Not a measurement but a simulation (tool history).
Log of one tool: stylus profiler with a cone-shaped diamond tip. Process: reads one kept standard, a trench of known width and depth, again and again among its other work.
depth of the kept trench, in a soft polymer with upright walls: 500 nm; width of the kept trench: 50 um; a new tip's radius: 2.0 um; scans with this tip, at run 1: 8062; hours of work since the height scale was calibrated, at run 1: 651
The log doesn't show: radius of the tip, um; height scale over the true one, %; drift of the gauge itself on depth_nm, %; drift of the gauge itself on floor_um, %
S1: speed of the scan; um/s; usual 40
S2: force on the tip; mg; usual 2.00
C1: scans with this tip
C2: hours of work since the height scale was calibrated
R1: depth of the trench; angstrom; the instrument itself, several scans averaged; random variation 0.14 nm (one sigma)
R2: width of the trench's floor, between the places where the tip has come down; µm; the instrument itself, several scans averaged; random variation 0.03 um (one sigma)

run	hour	S1	S2	C1	C2	R1	R2
1	0.0	40	2.00	8062	651	5021.9	46.79
2	21.0	40	2.00	8246	666	5020.4	46.76
3	52.2	40	2.00	8521	688	5023.9	46.79
4	76.4	40	2.00	8733	706	5017.0	46.76
5	96.8	40	2.00	8912	720	5019.5	46.69
6	119.5	40	2.00	9112	736	5020.9	46.78
7	132.9	40	1.56	9229	746	5013.2	46.71
8	163.6	14	2.00	9498	767	5018.5	46.75
9	195.2	142	2.00	9776	790	5019.8	46.37
10	217.6	142	2.00	9973	806	5017.9	46.39
11	248.7	40	2.00	10245	828	5020.5	46.69
12	276.7	40	2.00	10492	848	5016.6	46.63
13	304.6	40	0.90	10737	867	5003.8	46.59
14	325.6	40	0.90	10921	882	4999.3	46.59
15	340.5	40	1.40	11052	893	5010.1	46.61
16	369.9	40	1.40	11310	914	5009.2	46.56
17	389.3	40	1.40	11480	928	5010.4	46.58
18	407.2	40	2.00	11638	940	5017.7	46.60
19	423.3	40	2.00	11779	952	5015.5	46.56
20	449.6	137	2.00	12010	970	5016.3	46.33
21	476.0	137	2.00	12241	989	5015.3	46.31
22	501.3	87	1.67	12464	1007	5010.6	46.40
23	526.5	16	1.54	12685	1025	5009.6	46.58
24	554.9	16	1.54	12934	1045	5009.5	46.64
25	587.4	11	4.92	13220	1068	5041.2	46.66
26	607.4	66	2.00	13395	1082	5011.3	46.38
27	626.5	66	2.00	13563	1096	5012.5	46.44
28	641.4	108	1.55	13693	1106	5009.5	46.31
29	658.8	13	1.41	13846	1119	5007.0	46.57
30	685.4	46	5.90	14080	1138	5047.9	46.50
31	716.9	10	0.98	14357	1160	4999.0	46.55
32	731.9	10	0.98	14489	1171	4999.2	46.53
33	762.9	56	4.03	14760	1193	5030.7	46.46
34	795.4	18	0.74	15046	1216	4994.1	46.46
35	823.6	31	1.28	15294	1236	5001.6	46.43

Hidden state or all else? Some run-to-run changes of R1, split into what the settings, what came in and random variation would give without the hidden state, and what is left for the hidden state (with any gauge scatter that isn't in both results):
Run 7 -> 8: S1 40 -> 14, S2 1.56 -> 2.00. R1 +5.3 angstrom: hidden state -0.5, all else +5.8.
Run 10 -> 11: S1 142 -> 40. R1 +2.6 angstrom: hidden state -0.5, all else +3.1.
Run 24 -> 25: S1 16 -> 11, S2 1.54 -> 4.92. R1 +31.7 angstrom: hidden state -0.6, all else +32.3.
Run 29 -> 30: S1 13 -> 46, S2 1.41 -> 5.90. R1 +40.9 angstrom: hidden state -0.5, all else +41.4.
Run 30 -> 31: S1 46 -> 10, S2 5.90 -> 0.98. R1 -48.9 angstrom: hidden state -0.2, all else -48.7.
Run 33 -> 34: S1 56 -> 18, S2 4.03 -> 0.74. R1 -36.6 angstrom: hidden state -0.4, all else -36.2.
